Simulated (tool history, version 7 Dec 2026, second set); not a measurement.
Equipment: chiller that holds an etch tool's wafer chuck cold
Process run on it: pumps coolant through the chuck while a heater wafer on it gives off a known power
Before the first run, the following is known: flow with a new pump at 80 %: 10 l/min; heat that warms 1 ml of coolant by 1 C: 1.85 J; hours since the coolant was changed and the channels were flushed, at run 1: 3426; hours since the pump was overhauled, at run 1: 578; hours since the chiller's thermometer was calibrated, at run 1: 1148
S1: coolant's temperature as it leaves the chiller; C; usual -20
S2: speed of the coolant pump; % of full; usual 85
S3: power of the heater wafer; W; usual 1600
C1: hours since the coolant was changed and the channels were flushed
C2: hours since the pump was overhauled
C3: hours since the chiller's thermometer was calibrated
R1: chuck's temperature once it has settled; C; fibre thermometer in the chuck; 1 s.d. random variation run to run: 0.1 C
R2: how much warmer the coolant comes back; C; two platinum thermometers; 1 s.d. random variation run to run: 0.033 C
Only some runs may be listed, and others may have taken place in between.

| run | day | S1 | S2 | S3 | C1 | C2 | C3 | R1 | R2 |
|---|---|---|---|---|---|---|---|---|---|
| 1 | 0 | -20 | 85 | 1600 | 3426 | 578 | 1148 | -4.2 | 4.87 |
| 2 | 3.704 | -20 | 85 | 1600 | 3514 | 667 | 1237 | -3.9 | 4.93 |
| 3 | 7.312 | -20 | 85 | 1081 | 3601 | 754 | 1323 | -9.2 | 3.26 |
| 4 | 10.854 | -20 | 85 | 1600 | 3686 | 839 | 1408 | -3.9 | 4.89 |
| 5 | 13.096 | -20 | 85 | 1600 | 3740 | 893 | 1462 | -4 | 4.96 |
| 6 | 15.404 | -20 | 85 | 1600 | 3795 | 948 | 1518 | -3.9 | 4.95 |
| 7 | 17.65 | -20 | 85 | 1600 | 3849 | 1002 | 1571 | -3.8 | 4.92 |
| 8 | 21.558 | -20 | 62 | 1600 | 3943 | 1096 | 1665 | 1.4 | 6.87 |
| 9 | 25.521 | -21 | 85 | 1600 | 4038 | 1191 | 1760 | -4.7 | 4.92 |
| 10 | 29.921 | -20 | 85 | 1600 | 4144 | 1297 | 1866 | -3.7 | 4.94 |
| 11 | 32.15 | -20 | 85 | 1600 | 4197 | 1350 | 1920 | -3.8 | 4.96 |
| 12 | 34.979 | -20 | 85 | 1600 | 4265 | 1418 | 1987 | -3.5 | 5.02 |
| 13 | 38.179 | -20 | 85 | 1600 | 4342 | 1495 | 2064 | -3.5 | 4.97 |
| 14 | 40.179 | -20 | 85 | 1600 | 4390 | 1543 | 2112 | -3.4 | 4.89 |
| 15 | 43.179 | -20 | 85 | 1600 | 4462 | 1615 | 2184 | -3.4 | 4.97 |
| 16 | 47.104 | -20 | 85 | 1600 | 4556 | 1709 | 2278 | -3.3 | 5.05 |
| 17 | 51.546 | -20 | 94 | 841 | 4663 | 1816 | 2385 | -11.8 | 2.36 |
| 18 | 55.65 | -20 | 94 | 841 | 4761 | 1914 | 2483 | -11.8 | 2.37 |
| 19 | 59.742 | -18 | 85 | 921 | 4859 | 2012 | 2582 | -8.2 | 2.84 |
| 20 | 64.167 | -18 | 85 | 921 | 4966 | 2118 | 2688 | -8.1 | 2.86 |
|  | 64.608 | coolant pump overhauled |
| 21 | 66.175 | -18 | 85 | 921 | 5009 | 38 | 2731 | -8 | 2.86 |
| 22 | 68.321 | -14 | 82 | 1844 | 5060 | 89 | 2783 | 6.3 | 6.07 |
| 23 | 71.833 | -14 | 82 | 1844 | 5145 | 173 | 2867 | 6.3 | 6.09 |
| 24 | 74.446 | -14 | 82 | 1844 | 5207 | 236 | 2930 | 6.2 | 6.11 |
| 25 | 78.079 | -14 | 82 | 1844 | 5295 | 323 | 3017 | 6.5 | 6.12 |
|  | 78.979 | coolant pump overhauled, once more |
| 26 | 81.054 | -14 | 82 | 1844 | 5361 | 50 | 3083 | 5.6 | 5.84 |
| 27 | 82.833 | -14 | 82 | 1844 | 5404 | 93 | 3126 | 5.8 | 5.88 |
| 28 | 86.692 | -22 | 85 | 1093 | 5496 | 185 | 3218 | -10.5 | 3.38 |
| 29 | 90.479 | -12 | 93 | 1842 | 5587 | 276 | 3309 | 5.7 | 5.17 |
| 30 | 94.658 | -12 | 93 | 1842 | 5687 | 376 | 3410 | 5.7 | 5.16 |
| 31 | 96.471 | -20 | 67 | 888 | 5731 | 420 | 3453 | -8.5 | 3.54 |
| 32 | 100.708 | -26 | 67 | 1222 | 5833 | 522 | 3555 | -10 | 4.89 |

Alternative continuations, all from the tool just after run 32; predict every row:
| A | 104.008 | -29 | 76 | 907 | 5912 | 601 | 3634 | ? | ? |
| B | 104.008 | -16 | 67 | 1463 | 5912 | 601 | 3634 | ? | ? |
| C | 104.008 | -11 | 86 | 919 | 5912 | 601 | 3634 | ? | ? |
| D | 104.008 | -22 | 90 | 1600 | 5912 | 601 | 3634 | ? | ? |

| run | R1 | R2 |
|---|---|---|
| A | -18.3 | 3.14 |
| B | 3.1 | 5.82 |
| C | -1.1 | 2.78 |
| D | -5.8 | 4.65 |
With the hidden condition removed and each run's random variation left untouched, the same runs would have given:
| run | R1 | R2 |
|---|---|---|
| A | -19.7 | 3.1 |
| B | 1 | 5.75 |
| C | -2.5 | 2.75 |
| D | -7.7 | 4.59 |

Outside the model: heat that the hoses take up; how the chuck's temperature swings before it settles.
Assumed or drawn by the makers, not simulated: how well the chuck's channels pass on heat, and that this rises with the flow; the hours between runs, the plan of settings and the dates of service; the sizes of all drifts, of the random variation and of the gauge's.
